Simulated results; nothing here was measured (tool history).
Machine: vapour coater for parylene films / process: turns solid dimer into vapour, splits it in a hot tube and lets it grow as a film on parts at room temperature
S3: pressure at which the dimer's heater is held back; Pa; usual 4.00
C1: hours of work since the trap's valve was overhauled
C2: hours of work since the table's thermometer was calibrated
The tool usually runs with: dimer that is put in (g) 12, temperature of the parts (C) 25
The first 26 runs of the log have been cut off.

{"run": 27, "hour": 791.7, "dimer that is put in (g)": 10, "temperature of the parts (C)": 25, "S3": 6.72, "C1": 41, "C2": 685, "thickness of the film (nm)": 4610}
{"run": 28, "hour": 822.2, "dimer that is put in (g)": 16, "temperature of the parts (C)": 34, "S3": 4.0, "C1": 61, "C2": 704, "thickness of the film (nm)": 6050}
{"run": 29, "hour": 855.3, "dimer that is put in (g)": 13, "temperature of the parts (C)": 32, "S3": 7.98, "C1": 82, "C2": 725, "thickness of the film (nm)": 4840}
{"run": 30, "hour": 878.8, "dimer that is put in (g)": 11, "temperature of the parts (C)": 32, "S3": 7.98, "C1": 97, "C2": 741, "thickness of the film (nm)": 3940}
{"run": 31, "hour": 897.0, "dimer that is put in (g)": 11, "temperature of the parts (C)": 21, "S3": 5.11, "C1": 109, "C2": 752, "thickness of the film (nm)": 5610}
{"run": 32, "hour": 918.9, "dimer that is put in (g)": 7, "temperature of the parts (C)": 27, "S3": 5.11, "C1": 123, "C2": 766, "thickness of the film (nm)": 2990}
{"run": 33, "hour": 952.8, "dimer that is put in (g)": 7, "temperature of the parts (C)": 27, "S3": 5.11, "C1": 145, "C2": 788, "thickness of the film (nm)": 2950}
{"run": 34, "hour": 970.4, "dimer that is put in (g)": 7, "temperature of the parts (C)": 27, "S3": 5.11, "C1": 156, "C2": 800, "thickness of the film (nm)": 2950}
{"run": 35, "hour": 1007.5, "dimer that is put in (g)": 12, "temperature of the parts (C)": 25, "S3": 2.09, "C1": 180, "C2": 823, "thickness of the film (nm)": 5630}
{"run": 36, "hour": 1035.4, "dimer that is put in (g)": 11, "temperature of the parts (C)": 33, "S3": 2.09, "C1": 198, "C2": 841, "thickness of the film (nm)": 4120}
{"run": 37, "hour": 1058.4, "dimer that is put in (g)": 20, "temperature of the parts (C)": 20, "S3": 4.0, "C1": 213, "C2": 856, "thickness of the film (nm)": 10010}
{"hour": 1064.4, "done": "trap's valve overhauled"}
{"run": 38, "hour": 1090.6, "dimer that is put in (g)": 9, "temperature of the parts (C)": 19, "S3": 2.07, "C1": 17, "C2": 874, "thickness of the film (nm)": 5670}
{"run": 39, "hour": 1110.8, "dimer that is put in (g)": 9, "temperature of the parts (C)": 25, "S3": 10.38, "C1": 30, "C2": 887, "thickness of the film (nm)": 4080}
{"run": 40, "hour": 1142.6, "dimer that is put in (g)": 8, "temperature of the parts (C)": 25, "S3": 6.49, "C1": 50, "C2": 908, "thickness of the film (nm)": 3690}
{"run": 41, "hour": 1161.6, "dimer that is put in (g)": 19, "temperature of the parts (C)": 36, "S3": 2.6, "C1": 63, "C2": 920, "thickness of the film (nm)": 7110}
{"run": 42, "hour": 1186.1, "dimer that is put in (g)": 18, "temperature of the parts (C)": 26, "S3": 11.63, "C1": 78, "C2": 936, "thickness of the film (nm)": 7460}
{"run": 43, "hour": 1205.3, "dimer that is put in (g)": 18, "temperature of the parts (C)": 19, "S3": 7.11, "C1": 91, "C2": 948, "thickness of the film (nm)": 9230}
{"run": 44, "hour": 1246.4, "dimer that is put in (g)": 18, "temperature of the parts (C)": 19, "S3": 2.3, "C1": 117, "C2": 975, "thickness of the film (nm)": 10250}
{"run": 45, "hour": 1271.6, "dimer that is put in (g)": 17, "temperature of the parts (C)": 25, "S3": 3.27, "C1": 133, "C2": 991, "thickness of the film (nm)": 7760}
{"run": 46, "hour": 1292.4, "dimer that is put in (g)": 11, "temperature of the parts (C)": 22, "S3": 8.67, "C1": 147, "C2": 1004, "thickness of the film (nm)": 4940}
{"run": 47, "hour": 1313.2, "dimer that is put in (g)": 11, "temperature of the parts (C)": 22, "S3": 8.67, "C1": 160, "C2": 1018, "thickness of the film (nm)": 4870}
{"run": 48, "hour": 1334.5, "dimer that is put in (g)": 11, "temperature of the parts (C)": 22, "S3": 8.67, "C1": 174, "C2": 1031, "thickness of the film (nm)": 4910}

What if the next run were any one of these 3? Each begins from the tool's condition after run 48:
{"run": "A", "hour": 1372.0, "dimer that is put in (g)": 12, "temperature of the parts (C)": 30, "S3": 8.57, "C1": 198, "C2": 1056, "thickness of the film (nm)": "?"}
{"run": "B", "hour": 1372.0, "dimer that is put in (g)": 12, "temperature of the parts (C)": 18, "S3": 4.0, "C1": 198, "C2": 1056, "thickness of the film (nm)": "?"}
{"run": "C", "hour": 1372.0, "dimer that is put in (g)": 12, "temperature of the parts (C)": 25, "S3": 5.78, "C1": 198, "C2": 1056, "thickness of the film (nm)": "?"}

run=A thickness_of_the_film_(nm)=4250
run=B thickness_of_the_film_(nm)=6210
run=C thickness_of_the_film_(nm)=5010
With no hidden state in the tool, these same runs would have given:
run=A thickness_of_the_film_(nm)=4950
run=B thickness_of_the_film_(nm)=7230
run=C thickness_of_the_film_(nm)=5830
